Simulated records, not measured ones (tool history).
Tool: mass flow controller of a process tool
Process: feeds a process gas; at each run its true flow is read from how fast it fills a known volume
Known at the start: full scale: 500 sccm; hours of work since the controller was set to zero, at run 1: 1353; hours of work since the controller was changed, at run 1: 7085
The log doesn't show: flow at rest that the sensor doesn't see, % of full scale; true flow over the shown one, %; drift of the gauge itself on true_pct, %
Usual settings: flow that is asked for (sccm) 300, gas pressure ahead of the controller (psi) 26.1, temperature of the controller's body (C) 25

| run | hour | flow that is asked for (sccm) | gas pressure ahead of the controller (psi) | temperature of the controller's body (C) | hours of work since the controller was set to zero | hours of work since the controller was changed | true flow (%) |
|---|---|---|---|---|---|---|---|
| 1 | 0.0 | 300 | 26.1 | 25 | 1353 | 7085 | 95.49 |
| 2 | 401.9 | 300 | 26.1 | 25 | 1571 | 7304 | 95.44 |
| 3 | 726.5 | 300 | 26.1 | 25 | 1748 | 7480 | 95.37 |
| 4 | 1062.1 | 300 | 26.1 | 25 | 1930 | 7663 | 95.15 |
| 5 | 1301.9 | 300 | 26.1 | 25 | 2061 | 7793 | 95.01 |
|  | 1554.4 | controller exchanged for a calibrated one |
| 6 | 1588.4 | 300 | 36.3 | 25 | 19 | 19 | 99.07 |
| 7 | 1918.5 | 300 | 36.3 | 25 | 198 | 198 | 99.06 |
| 8 | 2214.3 | 248 | 26.1 | 25 | 359 | 359 | 98.85 |
| 9 | 2444.5 | 248 | 26.1 | 25 | 484 | 484 | 98.78 |
| 10 | 2818.9 | 248 | 26.1 | 25 | 688 | 688 | 98.59 |
| 11 | 3010.2 | 248 | 26.1 | 25 | 792 | 792 | 98.59 |
| 12 | 3248.0 | 300 | 26.1 | 25 | 921 | 921 | 98.67 |
| 13 | 3500.4 | 300 | 26.1 | 25 | 1058 | 1058 | 98.69 |
| 14 | 3856.7 | 300 | 26.1 | 25 | 1252 | 1252 | 98.53 |
| 15 | 4160.7 | 300 | 26.1 | 25 | 1417 | 1417 | 98.45 |
| 16 | 4518.8 | 300 | 26.1 | 25 | 1612 | 1612 | 98.24 |
| 17 | 4856.7 | 300 | 26.1 | 25 | 1796 | 1796 | 98.16 |
| 18 | 5256.7 | 300 | 26.1 | 37 | 2013 | 2013 | 96.94 |
| 19 | 5490.1 | 300 | 26.1 | 29 | 2140 | 2140 | 97.58 |
| 20 | 5673.7 | 300 | 26.1 | 25 | 2240 | 2240 | 97.76 |
| 21 | 5971.0 | 300 | 26.1 | 25 | 2402 | 2402 | 97.73 |
| 22 | 6370.0 | 300 | 26.7 | 25 | 2619 | 2619 | 97.76 |
| 23 | 6550.0 | 245 | 26.7 | 25 | 2717 | 2717 | 97.34 |
| 24 | 6922.3 | 300 | 26.1 | 25 | 2919 | 2919 | 97.43 |
| 25 | 7301.4 | 300 | 24.4 | 29 | 3125 | 3125 | 97.06 |
| 26 | 7532.8 | 300 | 24.4 | 29 | 3251 | 3251 | 96.82 |
| 27 | 7905.0 | 197 | 40.3 | 25 | 3454 | 3454 | 96.60 |
| 28 | 8210.9 | 197 | 40.3 | 25 | 3620 | 3620 | 96.32 |
| 29 | 8424.3 | 141 | 21.5 | 25 | 3736 | 3736 | 96.02 |
| 30 | 8816.1 | 141 | 21.5 | 25 | 3949 | 3949 | 95.89 |
| 31 | 9080.9 | 267 | 21.5 | 25 | 4093 | 4093 | 96.63 |
| 32 | 9384.6 | 299 | 21.3 | 34 | 4258 | 4258 | 95.88 |
| 33 | 9696.9 | 299 | 21.3 | 34 | 4428 | 4428 | 95.68 |
| 34 | 10060.8 | 300 | 26.1 | 37 | 4626 | 4626 | 95.38 |
| 35 | 10400.9 | 182 | 22.8 | 26 | 4811 | 4811 | 95.64 |
| 36 | 10734.3 | 237 | 22.8 | 25 | 4992 | 4992 | 95.88 |
| 37 | 11001.2 | 237 | 22.8 | 25 | 5137 | 5137 | 95.82 |
| 38 | 11382.8 | 126 | 39.3 | 25 | 5345 | 5345 | 94.64 |
|  | 11669.6 | controller's zero set anew |
| 39 | 11675.5 | 126 | 39.3 | 22 | 3 | 5504 | 95.87 |
| 40 | 11958.2 | 126 | 33.2 | 22 | 157 | 5657 | 95.83 |
| 41 | 12356.3 | 157 | 20.6 | 25 | 373 | 5874 | 95.67 |
| 42 | 12597.0 | 89 | 21.8 | 27 | 504 | 6005 | 95.27 |
| 43 | 12798.5 | 300 | 26.1 | 30 | 614 | 6114 | 95.44 |
| 44 | 12995.5 | 300 | 26.1 | 20 | 721 | 6222 | 96.37 |
| 45 | 13180.6 | 300 | 21.5 | 33 | 822 | 6322 | 95.21 |
| 46 | 13486.5 | 88 | 34.2 | 25 | 988 | 6489 | 94.79 |
| 47 | 13731.5 | 88 | 34.2 | 25 | 1121 | 6622 | 94.58 |
| 48 | 13947.8 | 255 | 23.8 | 25 | 1239 | 6739 | 95.46 |

The same runs without the tool's hidden state, with the same run-to-run variation:
| run | true flow (%) |
|---|---|
| 1 | 99.38 |
| 2 | 99.46 |
| 3 | 99.51 |
| 4 | 99.39 |
| 5 | 99.33 |
| 6 | 99.21 |
| 7 | 99.32 |
| 8 | 99.21 |
| 9 | 99.23 |
| 10 | 99.17 |
| 11 | 99.24 |
| 12 | 99.37 |
| 13 | 99.47 |
| 14 | 99.43 |
| 15 | 99.46 |
| 16 | 99.37 |
| 17 | 99.40 |
| 18 | 98.31 |
| 19 | 99.03 |
| 20 | 99.27 |
| 21 | 99.33 |
| 22 | 99.49 |
| 23 | 99.20 |
| 24 | 99.35 |
| 25 | 99.11 |
| 26 | 98.94 |
| 27 | 99.02 |
| 28 | 98.85 |
| 29 | 98.86 |
| 30 | 98.88 |
| 31 | 99.32 |
| 32 | 98.62 |
| 33 | 98.52 |
| 34 | 98.35 |
| 35 | 99.03 |
| 36 | 99.20 |
| 37 | 99.24 |
| 38 | 98.77 |
| 39 | 98.87 |
| 40 | 98.95 |
| 41 | 98.93 |
| 42 | 98.71 |
| 43 | 98.80 |
| 44 | 99.80 |
| 45 | 98.70 |
| 46 | 98.66 |
| 47 | 98.55 |
| 48 | 99.24 |
